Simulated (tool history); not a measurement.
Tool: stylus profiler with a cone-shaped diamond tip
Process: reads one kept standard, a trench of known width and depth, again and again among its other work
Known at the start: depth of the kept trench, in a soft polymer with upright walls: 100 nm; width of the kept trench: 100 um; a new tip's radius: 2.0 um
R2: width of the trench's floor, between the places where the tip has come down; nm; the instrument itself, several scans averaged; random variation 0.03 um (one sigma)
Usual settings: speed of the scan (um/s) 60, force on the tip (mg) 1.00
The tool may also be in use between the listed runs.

{"run": 1, "hour": 0.0, "speed of the scan (um/s)": 60, "force on the tip (mg)": 1.0, "depth of the trench (Å)": 1006.8, "R2": 97950}
{"run": 2, "hour": 58.9, "speed of the scan (um/s)": 77, "force on the tip (mg)": 1.0, "depth of the trench (Å)": 1006.8, "R2": 97820}
{"run": 3, "hour": 101.9, "speed of the scan (um/s)": 77, "force on the tip (mg)": 1.0, "depth of the trench (Å)": 1006.2, "R2": 97760}
{"run": 4, "hour": 140.8, "speed of the scan (um/s)": 77, "force on the tip (mg)": 1.0, "depth of the trench (Å)": 1006.3, "R2": 97810}
{"run": 5, "hour": 173.5, "speed of the scan (um/s)": 77, "force on the tip (mg)": 2.83, "depth of the trench (Å)": 1015.6, "R2": 98000}
{"run": 6, "hour": 212.5, "speed of the scan (um/s)": 60, "force on the tip (mg)": 1.0, "depth of the trench (Å)": 1006.9, "R2": 97850}
{"run": 7, "hour": 256.1, "speed of the scan (um/s)": 60, "force on the tip (mg)": 1.0, "depth of the trench (Å)": 1006.9, "R2": 97840}
{"run": 8, "hour": 309.7, "speed of the scan (um/s)": 60, "force on the tip (mg)": 1.0, "depth of the trench (Å)": 1007.2, "R2": 97780}
{"run": 9, "hour": 346.4, "speed of the scan (um/s)": 60, "force on the tip (mg)": 1.0, "depth of the trench (Å)": 1006.4, "R2": 97820}
{"run": 10, "hour": 399.3, "speed of the scan (um/s)": 60, "force on the tip (mg)": 1.0, "depth of the trench (Å)": 1006.3, "R2": 97790}
{"run": 11, "hour": 440.4, "speed of the scan (um/s)": 60, "force on the tip (mg)": 1.0, "depth of the trench (Å)": 1006.9, "R2": 97770}
{"run": 12, "hour": 488.8, "speed of the scan (um/s)": 60, "force on the tip (mg)": 1.0, "depth of the trench (Å)": 1006.4, "R2": 97750}
{"run": 13, "hour": 527.8, "speed of the scan (um/s)": 60, "force on the tip (mg)": 1.0, "depth of the trench (Å)": 1006.5, "R2": 97770}
{"run": 14, "hour": 574.7, "speed of the scan (um/s)": 60, "force on the tip (mg)": 0.43, "depth of the trench (Å)": 1002.9, "R2": 97560}
{"run": 15, "hour": 617.5, "speed of the scan (um/s)": 60, "force on the tip (mg)": 0.43, "depth of the trench (Å)": 1002.7, "R2": 97590}
{"run": 16, "hour": 659.2, "speed of the scan (um/s)": 60, "force on the tip (mg)": 0.43, "depth of the trench (Å)": 1001.8, "R2": 97510}
{"run": 17, "hour": 717.5, "speed of the scan (um/s)": 60, "force on the tip (mg)": 1.0, "depth of the trench (Å)": 1006.1, "R2": 97740}
{"run": 18, "hour": 746.7, "speed of the scan (um/s)": 60, "force on the tip (mg)": 2.77, "depth of the trench (Å)": 1014.2, "R2": 97870}
{"run": 19, "hour": 776.8, "speed of the scan (um/s)": 44, "force on the tip (mg)": 2.77, "depth of the trench (Å)": 1014.2, "R2": 97940}
{"run": 20, "hour": 814.1, "speed of the scan (um/s)": 44, "force on the tip (mg)": 2.77, "depth of the trench (Å)": 1014.6, "R2": 97910}
{"run": 21, "hour": 841.3, "speed of the scan (um/s)": 44, "force on the tip (mg)": 2.77, "depth of the trench (Å)": 1014.0, "R2": 97930}
{"run": 22, "hour": 873.4, "speed of the scan (um/s)": 44, "force on the tip (mg)": 2.77, "depth of the trench (Å)": 1013.9, "R2": 97860}
{"run": 23, "hour": 910.4, "speed of the scan (um/s)": 31, "force on the tip (mg)": 2.29, "depth of the trench (Å)": 1012.4, "R2": 97910}
{"run": 24, "hour": 934.2, "speed of the scan (um/s)": 92, "force on the tip (mg)": 2.49, "depth of the trench (Å)": 1012.3, "R2": 97690}
{"run": 25, "hour": 986.6, "speed of the scan (um/s)": 18, "force on the tip (mg)": 0.42, "depth of the trench (Å)": 1001.8, "R2": 97820}
{"run": 26, "hour": 1028.7, "speed of the scan (um/s)": 69, "force on the tip (mg)": 0.42, "depth of the trench (Å)": 1001.7, "R2": 97350}
{"run": 27, "hour": 1052.8, "speed of the scan (um/s)": 69, "force on the tip (mg)": 0.42, "depth of the trench (Å)": 1001.5, "R2": 97300}
{"run": 28, "hour": 1079.6, "speed of the scan (um/s)": 20, "force on the tip (mg)": 0.55, "depth of the trench (Å)": 1003.2, "R2": 97820}
{"run": 29, "hour": 1127.2, "speed of the scan (um/s)": 50, "force on the tip (mg)": 2.32, "depth of the trench (Å)": 1011.3, "R2": 97720}
{"run": 30, "hour": 1184.8, "speed of the scan (um/s)": 50, "force on the tip (mg)": 2.32, "depth of the trench (Å)": 1012.3, "R2": 97750}
{"run": 31, "hour": 1221.2, "speed of the scan (um/s)": 50, "force on the tip (mg)": 2.32, "depth of the trench (Å)": 1011.5, "R2": 97730}
{"run": 32, "hour": 1270.9, "speed of the scan (um/s)": 37, "force on the tip (mg)": 1.0, "depth of the trench (Å)": 1006.0, "R2": 97680}
{"run": 33, "hour": 1309.5, "speed of the scan (um/s)": 49, "force on the tip (mg)": 0.64, "depth of the trench (Å)": 1002.4, "R2": 97550}
{"run": 34, "hour": 1354.1, "speed of the scan (um/s)": 140, "force on the tip (mg)": 0.8, "depth of the trench (Å)": 1004.4, "R2": 96890}
{"run": 35, "hour": 1393.4, "speed of the scan (um/s)": 108, "force on the tip (mg)": 0.7, "depth of the trench (Å)": 1003.4, "R2": 97100}
{"run": 36, "hour": 1430.4, "speed of the scan (um/s)": 108, "force on the tip (mg)": 0.7, "depth of the trench (Å)": 1003.3, "R2": 97090}
{"run": 37, "hour": 1486.2, "speed of the scan (um/s)": 65, "force on the tip (mg)": 0.47, "depth of the trench (Å)": 1001.6, "R2": 97260}

4 ways to go on from here, each from the tool as it stands after run 37. What would each give?
{"hour": 1514.9, "done": "height scale calibrated on a step standard"}
{"run": "A", "hour": 1533.8, "speed of the scan (um/s)": 20, "force on the tip (mg)": 1.88, "depth of the trench (Å)": "?", "R2": "?"}
{"hour": 1514.9, "done": "height scale calibrated on a step standard"}
{"run": "B", "hour": 1533.8, "speed of the scan (um/s)": 64, "force on the tip (mg)": 0.97, "depth of the trench (Å)": "?", "R2": "?"}
{"hour": 1514.9, "done": "height scale calibrated on a step standard"}
{"run": "C", "hour": 1533.8, "speed of the scan (um/s)": 90, "force on the tip (mg)": 2.32, "depth of the trench (Å)": "?", "R2": "?"}
{"hour": 1514.9, "done": "height scale calibrated on a step standard"}
{"run": "D", "hour": 1533.8, "speed of the scan (um/s)": 60, "force on the tip (mg)": 2.41, "depth of the trench (Å)": "?", "R2": "?"}

run=A depth_of_the_trench_(Å)=1013.3 R2=97730
run=B depth_of_the_trench_(Å)=1007.9 R2=97450
run=C depth_of_the_trench_(Å)=1014.9 R2=97460
run=D depth_of_the_trench_(Å)=1014.7 R2=97640
Without the tool's hidden state the same runs would have given:
run=A depth_of_the_trench_(Å)=1013.7 R2=98620
run=B depth_of_the_trench_(Å)=1008.2 R2=98340
run=C depth_of_the_trench_(Å)=1015.3 R2=98350
run=D depth_of_the_trench_(Å)=1015.0 R2=98520

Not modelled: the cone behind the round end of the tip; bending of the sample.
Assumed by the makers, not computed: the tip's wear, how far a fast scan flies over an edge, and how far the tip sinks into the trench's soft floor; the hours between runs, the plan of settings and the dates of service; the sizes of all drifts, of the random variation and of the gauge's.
